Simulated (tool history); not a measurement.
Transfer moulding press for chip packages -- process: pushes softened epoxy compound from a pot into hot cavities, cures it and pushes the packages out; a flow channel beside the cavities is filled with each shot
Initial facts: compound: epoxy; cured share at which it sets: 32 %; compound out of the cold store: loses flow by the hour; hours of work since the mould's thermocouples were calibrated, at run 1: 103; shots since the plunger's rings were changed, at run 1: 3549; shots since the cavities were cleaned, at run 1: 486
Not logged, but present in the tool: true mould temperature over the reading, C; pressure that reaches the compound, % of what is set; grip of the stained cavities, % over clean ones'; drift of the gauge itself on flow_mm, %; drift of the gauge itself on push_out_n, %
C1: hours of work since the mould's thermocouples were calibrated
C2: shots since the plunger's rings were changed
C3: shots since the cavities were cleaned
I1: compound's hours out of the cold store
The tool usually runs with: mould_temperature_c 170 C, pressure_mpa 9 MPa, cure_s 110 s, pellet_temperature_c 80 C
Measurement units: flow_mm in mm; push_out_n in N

{"run": 1, "hour": 0.0, "mould_temperature_c": 170, "pressure_mpa": 9, "cure_s": 110, "pellet_temperature_c": 80, "C1": 103, "C2": 3549, "C3": 486, "I1": 21.8, "flow_mm": 794, "push_out_n": 461}
{"hour": 2.1, "done": "cavities cleaned with cleaning compound and waxed"}
{"run": 2, "hour": 9.2, "mould_temperature_c": 170, "pressure_mpa": 9, "cure_s": 110, "pellet_temperature_c": 80, "C1": 106, "C2": 3607, "C3": 53, "I1": 10.9, "flow_mm": 827, "push_out_n": 341}
{"run": 3, "hour": 18.7, "mould_temperature_c": 170, "pressure_mpa": 9, "cure_s": 110, "pellet_temperature_c": 80, "C1": 111, "C2": 3678, "C3": 124, "I1": 23.2, "flow_mm": 785, "push_out_n": 373}
{"run": 4, "hour": 26.5, "mould_temperature_c": 170, "pressure_mpa": 9, "cure_s": 110, "pellet_temperature_c": 80, "C1": 115, "C2": 3735, "C3": 181, "I1": 17.9, "flow_mm": 800, "push_out_n": 401}
{"hour": 37.3, "done": "plunger's sealing rings changed"}
{"run": 5, "hour": 39.0, "mould_temperature_c": 170, "pressure_mpa": 7.86, "cure_s": 110, "pellet_temperature_c": 80, "C1": 120, "C2": 13, "C3": 256, "I1": 29.2, "flow_mm": 749, "push_out_n": 427}
{"run": 6, "hour": 43.6, "mould_temperature_c": 170, "pressure_mpa": 7.86, "cure_s": 110, "pellet_temperature_c": 80, "C1": 122, "C2": 48, "C3": 291, "I1": 20.2, "flow_mm": 772, "push_out_n": 444}
{"run": 7, "hour": 52.5, "mould_temperature_c": 170, "pressure_mpa": 9.81, "cure_s": 110, "pellet_temperature_c": 80, "C1": 126, "C2": 114, "C3": 357, "I1": 29.4, "flow_mm": 819, "push_out_n": 470}
{"run": 8, "hour": 59.5, "mould_temperature_c": 170, "pressure_mpa": 9.81, "cure_s": 110, "pellet_temperature_c": 80, "C1": 130, "C2": 166, "C3": 409, "I1": 24.6, "flow_mm": 857, "push_out_n": 468}
{"run": 9, "hour": 65.8, "mould_temperature_c": 170, "pressure_mpa": 9.81, "cure_s": 110, "pellet_temperature_c": 80, "C1": 133, "C2": 213, "C3": 456, "I1": 44, "flow_mm": 759, "push_out_n": 460}
{"hour": 71.6, "done": "cavities cleaned with cleaning compound and waxed"}
{"run": 10, "hour": 77.0, "mould_temperature_c": 170, "pressure_mpa": 9.81, "cure_s": 110, "pellet_temperature_c": 80, "C1": 137, "C2": 285, "C3": 40, "I1": 36.3, "flow_mm": 795, "push_out_n": 333}
{"run": 11, "hour": 83.7, "mould_temperature_c": 170, "pressure_mpa": 9, "cure_s": 110, "pellet_temperature_c": 80, "C1": 141, "C2": 335, "C3": 90, "I1": 17.3, "flow_mm": 837, "push_out_n": 367}
{"run": 12, "hour": 93.1, "mould_temperature_c": 170, "pressure_mpa": 9, "cure_s": 110, "pellet_temperature_c": 80, "C1": 145, "C2": 405, "C3": 160, "I1": 36.7, "flow_mm": 760, "push_out_n": 378}
{"run": 13, "hour": 100.6, "mould_temperature_c": 170, "pressure_mpa": 9, "cure_s": 110, "pellet_temperature_c": 80, "C1": 149, "C2": 461, "C3": 216, "I1": 38.8, "flow_mm": 754, "push_out_n": 385}
{"run": 14, "hour": 108.0, "mould_temperature_c": 170, "pressure_mpa": 9, "cure_s": 110, "pellet_temperature_c": 80, "C1": 153, "C2": 516, "C3": 271, "I1": 33.3, "flow_mm": 766, "push_out_n": 415}
{"run": 15, "hour": 114.3, "mould_temperature_c": 175, "pressure_mpa": 9, "cure_s": 110, "pellet_temperature_c": 77, "C1": 156, "C2": 563, "C3": 318, "I1": 25.4, "flow_mm": 785, "push_out_n": 416}
{"run": 16, "hour": 123.4, "mould_temperature_c": 175, "pressure_mpa": 9, "cure_s": 110, "pellet_temperature_c": 79, "C1": 160, "C2": 632, "C3": 387, "I1": 10, "flow_mm": 857, "push_out_n": 422}
{"run": 17, "hour": 128.9, "mould_temperature_c": 175, "pressure_mpa": 9, "cure_s": 110, "pellet_temperature_c": 79, "C1": 163, "C2": 672, "C3": 427, "I1": 23.1, "flow_mm": 803, "push_out_n": 441}
{"run": 18, "hour": 134.0, "mould_temperature_c": 175, "pressure_mpa": 9, "cure_s": 110, "pellet_temperature_c": 79, "C1": 165, "C2": 710, "C3": 465, "I1": 47.5, "flow_mm": 693, "push_out_n": 453}
{"hour": 136.6, "done": "mould's thermocouples calibrated"}
{"hour": 141.0, "done": "cavities cleaned with cleaning compound and waxed"}
{"run": 19, "hour": 141.9, "mould_temperature_c": 175, "pressure_mpa": 9, "cure_s": 110, "pellet_temperature_c": 79, "C1": 2, "C2": 743, "C3": 6, "I1": 19.2, "flow_mm": 811, "push_out_n": 298}
{"run": 20, "hour": 152.0, "mould_temperature_c": 175, "pressure_mpa": 9, "cure_s": 110, "pellet_temperature_c": 79, "C1": 7, "C2": 818, "C3": 81, "I1": 21.3, "flow_mm": 798, "push_out_n": 329}
{"run": 21, "hour": 159.7, "mould_temperature_c": 170, "pressure_mpa": 9, "cure_s": 98, "pellet_temperature_c": 80, "C1": 11, "C2": 875, "C3": 138, "I1": 35.8, "flow_mm": 755, "push_out_n": 416}
{"run": 22, "hour": 164.9, "mould_temperature_c": 170, "pressure_mpa": 9.38, "cure_s": 97, "pellet_temperature_c": 80, "C1": 13, "C2": 915, "C3": 178, "I1": 27.1, "flow_mm": 810, "push_out_n": 436}
{"run": 23, "hour": 173.3, "mould_temperature_c": 170, "pressure_mpa": 10.35, "cure_s": 91, "pellet_temperature_c": 80, "C1": 17, "C2": 977, "C3": 240, "I1": 13.8, "flow_mm": 924, "push_out_n": 532}
{"run": 24, "hour": 181.9, "mould_temperature_c": 167, "pressure_mpa": 9, "cure_s": 119, "pellet_temperature_c": 79, "C1": 21, "C2": 1041, "C3": 304, "I1": 19, "flow_mm": 833, "push_out_n": 436}
{"run": 25, "hour": 191.7, "mould_temperature_c": 167, "pressure_mpa": 9, "cure_s": 119, "pellet_temperature_c": 79, "C1": 26, "C2": 1114, "C3": 377, "I1": 30.4, "flow_mm": 786, "push_out_n": 449}
{"hour": 198.0, "done": "mould's thermocouples calibrated, once more"}
{"run": 26, "hour": 198.5, "mould_temperature_c": 167, "pressure_mpa": 9, "cure_s": 119, "pellet_temperature_c": 79, "C1": 0, "C2": 1150, "C3": 413, "I1": 11.8, "flow_mm": 878, "push_out_n": 491}
{"run": 27, "hour": 208.1, "mould_temperature_c": 167, "pressure_mpa": 9, "cure_s": 119, "pellet_temperature_c": 79, "C1": 5, "C2": 1221, "C3": 484, "I1": 9.7, "flow_mm": 881, "push_out_n": 511}
{"hour": 210.3, "done": "cavities cleaned with cleaning compound and waxed"}
{"run": 28, "hour": 217.0, "mould_temperature_c": 167, "pressure_mpa": 9, "cure_s": 119, "pellet_temperature_c": 79, "C1": 9, "C2": 1277, "C3": 50, "I1": 17.3, "flow_mm": 855, "push_out_n": 337}

Take each entry between the runs: how does the hidden state at the last listed run before it differ from the hidden state at the first listed run after it?
From run 1 to run 2: cavities cleaned with cleaning compound and waxed (hour 2.1)
  pressure that reaches the compound, % of what is set: 88.56 -> 88.37; grip of the stained cavities, % over clean ones': 55.8 -> 9.1
  what was measured, less what the result would be without the hidden state, flow_mm: -51 -> -54 mm; push_out_n: +163 -> +26 N
From run 4 to run 5: plunger's sealing rings changed (hour 37.3)
  pressure that reaches the compound, % of what is set: 87.99 -> 99.13; grip of the stained cavities, % over clean ones': 26 -> 34.5
  what was measured, less what the result would be without the hidden state, flow_mm: -54 -> -5 mm; push_out_n: +81 -> +107 N
From run 9 to run 10: cavities cleaned with cleaning compound and waxed (hour 71.6)
  pressure that reaches the compound, % of what is set: 98.51 -> 98.28; grip of the stained cavities, % over clean ones': 53.7 -> 7.5
  what was measured, less what the result would be without the hidden state, flow_mm: -7 -> -9 mm; push_out_n: +160 -> +21 N
From run 18 to run 19: mould's thermocouples calibrated (hour 136.6); cavities cleaned with cleaning compound and waxed (hour 141)
  true mould temperature over the reading, C: 0.41 -> 0.51; pressure that reaches the compound, % of what is set: 96.98 -> 96.88; grip of the stained cavities, % over clean ones': 53.6 -> 2.9
  what was measured, less what the result would be without the hidden state, flow_mm: -12 -> -15 mm; push_out_n: +158 -> +8 N
From run 25 to run 26: mould's thermocouples calibrated, once more (hour 198)
  true mould temperature over the reading, C: 0.55 -> -0.1; pressure that reaches the compound, % of what is set: 95.73 -> 95.61; grip of the stained cavities, % over clean ones': 45.9 -> 48.9
  what was measured, less what the result would be without the hidden state, flow_mm: -19 -> -20 mm; push_out_n: +138 -> +164 N
From run 27 to run 28: cavities cleaned with cleaning compound and waxed (hour 210.3)
  true mould temperature over the reading, C: -0.09 -> -0.08; pressure that reaches the compound, % of what is set: 95.38 -> 95.21; grip of the stained cavities, % over clean ones': 55.2 -> 7.2
  what was measured, less what the result would be without the hidden state, flow_mm: -21 -> -20 mm; push_out_n: +181 -> +24 N

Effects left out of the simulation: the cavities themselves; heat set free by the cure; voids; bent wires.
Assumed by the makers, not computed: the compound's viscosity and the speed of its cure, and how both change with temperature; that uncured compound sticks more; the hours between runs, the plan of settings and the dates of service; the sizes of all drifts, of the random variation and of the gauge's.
